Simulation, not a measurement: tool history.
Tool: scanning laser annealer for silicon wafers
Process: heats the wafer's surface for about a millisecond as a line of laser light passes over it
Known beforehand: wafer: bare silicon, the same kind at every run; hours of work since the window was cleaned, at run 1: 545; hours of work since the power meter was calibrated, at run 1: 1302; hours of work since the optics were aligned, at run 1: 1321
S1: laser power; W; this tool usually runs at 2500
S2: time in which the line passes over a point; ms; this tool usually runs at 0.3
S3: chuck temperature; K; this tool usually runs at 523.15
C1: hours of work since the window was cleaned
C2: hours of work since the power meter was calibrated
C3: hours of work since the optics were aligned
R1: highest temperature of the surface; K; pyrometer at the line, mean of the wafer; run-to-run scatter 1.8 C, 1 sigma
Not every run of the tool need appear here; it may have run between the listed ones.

run 1 hour=0 | S1=2500 S2=0.3 S3=523.15 | C1=545 C2=1302 C3=1321 | R1=1241.15
-- hour=19 optics aligned, line set to its width
run 2 hour=51.3 | S1=2500 S2=0.223 S3=523.15 | C1=566 C2=1323 C3=14 | R1=1123.15
run 3 hour=103 | S1=2500 S2=0.223 S3=523.15 | C1=588 C2=1346 C3=37 | R1=1124.15
run 4 hour=156 | S1=2500 S2=0.223 S3=523.15 | C1=612 C2=1369 C3=60 | R1=1124.15
run 5 hour=206.3 | S1=2500 S2=0.223 S3=523.15 | C1=634 C2=1391 C3=83 | R1=1125.15
run 6 hour=289.8 | S1=2500 S2=0.3 S3=523.15 | C1=671 C2=1428 C3=120 | R1=1243.15
run 7 hour=327.2 | S1=2500 S2=0.338 S3=523.15 | C1=687 C2=1445 C3=136 | R1=1293.15
run 8 hour=398.5 | S1=2500 S2=0.338 S3=523.15 | C1=719 C2=1476 C3=168 | R1=1294.15
run 9 hour=451.4 | S1=2500 S2=0.338 S3=523.15 | C1=742 C2=1500 C3=191 | R1=1291.15
run 10 hour=517.2 | S1=2500 S2=0.338 S3=523.15 | C1=771 C2=1529 C3=220 | R1=1289.15
run 11 hour=582.5 | S1=2500 S2=0.338 S3=523.15 | C1=800 C2=1557 C3=249 | R1=1291.15
run 12 hour=650.2 | S1=2500 S2=0.3 S3=523.15 | C1=830 C2=1587 C3=279 | R1=1242.15
run 13 hour=706.7 | S1=2500 S2=0.3 S3=523.15 | C1=855 C2=1612 C3=304 | R1=1237.15
run 14 hour=754.3 | S1=2500 S2=0.3 S3=523.15 | C1=876 C2=1633 C3=325 | R1=1238.15
-- hour=778.1 window over the wafer cleaned
run 15 hour=795.7 | S1=2232 S2=0.3 S3=523.15 | C1=8 C2=1651 C3=342 | R1=1150.15
run 16 hour=848.2 | S1=2679 S2=0.3 S3=523.15 | C1=31 C2=1674 C3=365 | R1=1305.15
run 17 hour=892.9 | S1=2501 S2=0.301 S3=541.15 | C1=51 C2=1694 C3=385 | R1=1259.15
run 18 hour=949.4 | S1=2500 S2=0.234 S3=554.15 | C1=76 C2=1719 C3=410 | R1=1170.15
run 19 hour=1019.2 | S1=2500 S2=0.234 S3=554.15 | C1=107 C2=1749 C3=441 | R1=1174.15
run 20 hour=1078.7 | S1=2500 S2=0.258 S3=523.15 | C1=133 C2=1776 C3=467 | R1=1182.15
run 21 hour=1124.4 | S1=2747 S2=0.3 S3=532.15 | C1=153 C2=1796 C3=487 | R1=1336.15
run 22 hour=1191.8 | S1=2747 S2=0.3 S3=532.15 | C1=183 C2=1826 C3=517 | R1=1335.15
run 23 hour=1266 | S1=2579 S2=0.293 S3=513.15 | C1=216 C2=1858 C3=550 | R1=1251.15
run 24 hour=1310.1 | S1=2357 S2=0.349 S3=523.15 | C1=235 C2=1878 C3=569 | R1=1253.15
run 25 hour=1369.1 | S1=2583 S2=0.369 S3=514.15 | C1=261 C2=1904 C3=595 | R1=1355.15
run 26 hour=1422.5 | S1=2131 S2=0.3 S3=484.15 | C1=285 C2=1928 C3=619 | R1=1076.15
run 27 hour=1458.9 | S1=2128 S2=0.215 S3=522.15 | C1=301 C2=1944 C3=635 | R1=1004.15
run 28 hour=1497 | S1=2128 S2=0.215 S3=522.15 | C1=318 C2=1960 C3=652 | R1=1005.15
run 29 hour=1560.5 | S1=2448 S2=0.295 S3=538.15 | C1=346 C2=1989 C3=680 | R1=1232.15
run 30 hour=1637.1 | S1=2448 S2=0.295 S3=538.15 | C1=379 C2=2022 C3=714 | R1=1229.15
run 31 hour=1716.8 | S1=2448 S2=0.295 S3=538.15 | C1=415 C2=2058 C3=749 | R1=1233.15

Hidden condition of the tool, last listed run before each entry between runs versus first listed run after:
In the gap between runs 1 and 2: optics aligned, line set to its width (hour 19)
  width of the line over the set one, %: 0.05 -> 0.01
In the gap between runs 14 and 15: window over the wafer cleaned (hour 778.1)
  light that passes the window, % of a clean one's: 99.92 -> 100; width of the line over the set one, %: 0.01 -> 0.02
